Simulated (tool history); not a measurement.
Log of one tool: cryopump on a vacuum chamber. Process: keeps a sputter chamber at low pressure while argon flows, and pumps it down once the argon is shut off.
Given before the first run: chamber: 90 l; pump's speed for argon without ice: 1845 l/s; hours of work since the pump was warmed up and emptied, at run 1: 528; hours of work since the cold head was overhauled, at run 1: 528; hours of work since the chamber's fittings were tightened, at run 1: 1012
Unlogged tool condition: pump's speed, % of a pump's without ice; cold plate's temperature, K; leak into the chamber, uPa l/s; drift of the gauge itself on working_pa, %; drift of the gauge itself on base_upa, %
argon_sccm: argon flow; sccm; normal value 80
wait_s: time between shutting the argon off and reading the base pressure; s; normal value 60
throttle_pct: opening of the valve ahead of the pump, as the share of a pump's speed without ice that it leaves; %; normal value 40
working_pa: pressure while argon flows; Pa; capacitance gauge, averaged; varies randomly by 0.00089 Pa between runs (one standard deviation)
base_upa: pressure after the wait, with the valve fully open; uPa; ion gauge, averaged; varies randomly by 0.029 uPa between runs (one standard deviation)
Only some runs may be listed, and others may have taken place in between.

run	day	argon_sccm	wait_s	throttle_pct	hours of work since the pump was warmed up and emptied	hours of work since the cold head was overhauled	hours of work since the chamber's fittings were tightened	working_pa	base_upa
1	0.000	80	60	40	528	528	1012	0.2016	3.23
2	0.288	80	60	40	534	534	1018	0.2027	3.12
3	0.838	80	60	40	545	545	1029	0.2031	3.33
4	1.467	80	60	40	558	558	1042	0.2042	3.38
5	2.054	80	60	40	570	570	1054	0.2038	3.53
6	2.554	80	60	38	581	581	1065	0.2141	3.45
7	3.079	80	60	38	592	592	1075	0.2147	3.46
8	3.700	80	60	16	604	604	1088	0.4803	3.48
9	4.058	80	60	16	612	612	1096	0.4819	3.48
10	4.671	80	60	40	625	625	1108	0.2064	3.62
11	5.304	80	60	49	638	638	1121	0.1749	3.59
# day 5.867: leaking fittings of the chamber tightened, without venting
12	5.925	80	60	16	649	649	1	0.4814	1.52
13	6.517	80	60	16	661	661	13	0.4824	1.51
14	6.975	80	60	16	670	670	23	0.4846	1.58
15	7.442	102	60	40	680	680	33	0.2680	1.50
16	8.004	80	60	40	692	692	44	0.2103	1.60
17	8.517	80	60	40	702	702	55	0.2122	1.60
18	8.983	80	60	16	712	712	64	0.4850	1.60
19	9.483	98	60	20	722	722	75	0.4848	1.63
20	9.817	98	60	20	729	729	82	0.4842	1.65
21	10.308	110	151	40	739	739	92	0.2925	0.88
22	10.675	46	286	55	747	747	99	0.0934	0.70
23	11.004	37	21	27	754	754	106	0.1398	4.02
24	11.608	51	28	15	766	766	119	0.3318	3.21
25	12.050	51	28	15	775	775	128	0.3324	3.28
26	12.446	54	27	31	784	784	136	0.1796	3.32
27	12.900	51	124	16	793	793	145	0.3111	1.18
28	13.421	155	97	48	804	804	156	0.3609	1.29
29	13.821	155	97	15	812	812	164	1.0130	1.40
30	14.396	45	245	58	824	824	176	0.0890	0.91
# day 14.904: pump warmed up, emptied and cooled again
31	15.150	45	245	58	5	835	188	0.0719	0.77
32	15.492	45	245	58	12	842	195	0.0723	0.80
33	15.917	37	60	44	21	851	203	0.0783	1.76
34	16.388	57	21	18	31	861	213	0.2923	4.05

Measured result minus the same run's result without the hidden state. Both carry the same run-to-run variation, though not necessarily the same gauge scatter:
run	working_pa	base_upa
1	+0.0194	+1.84
2	+0.0196	+1.80
3	+0.0203	+1.90
4	+0.0209	+1.97
5	+0.0214	+2.04
6	+0.0219	+2.00
7	+0.0224	+2.05
8	+0.0230	+2.05
9	+0.0234	+2.09
10	+0.0239	+2.16
11	+0.0246	+2.18
12	+0.0249	+0.09
13	+0.0256	+0.10
14	+0.0260	+0.13
15	+0.0339	+0.14
16	+0.0271	+0.17
17	+0.0277	+0.19
18	+0.0281	+0.21
19	+0.0352	+0.23
20	+0.0355	+0.25
21	+0.0407	+0.26
22	+0.0172	+0.28
23	+0.0140	+0.30
24	+0.0198	+0.34
25	+0.0202	+0.37
26	+0.0216	+0.38
27	+0.0207	+0.41
28	+0.0643	+0.41
29	+0.0653	+0.45
30	+0.0193	+0.47
31	+0.0009	+0.29
32	+0.0009	+0.31
33	+0.0010	+0.32
34	+0.0016	+0.34

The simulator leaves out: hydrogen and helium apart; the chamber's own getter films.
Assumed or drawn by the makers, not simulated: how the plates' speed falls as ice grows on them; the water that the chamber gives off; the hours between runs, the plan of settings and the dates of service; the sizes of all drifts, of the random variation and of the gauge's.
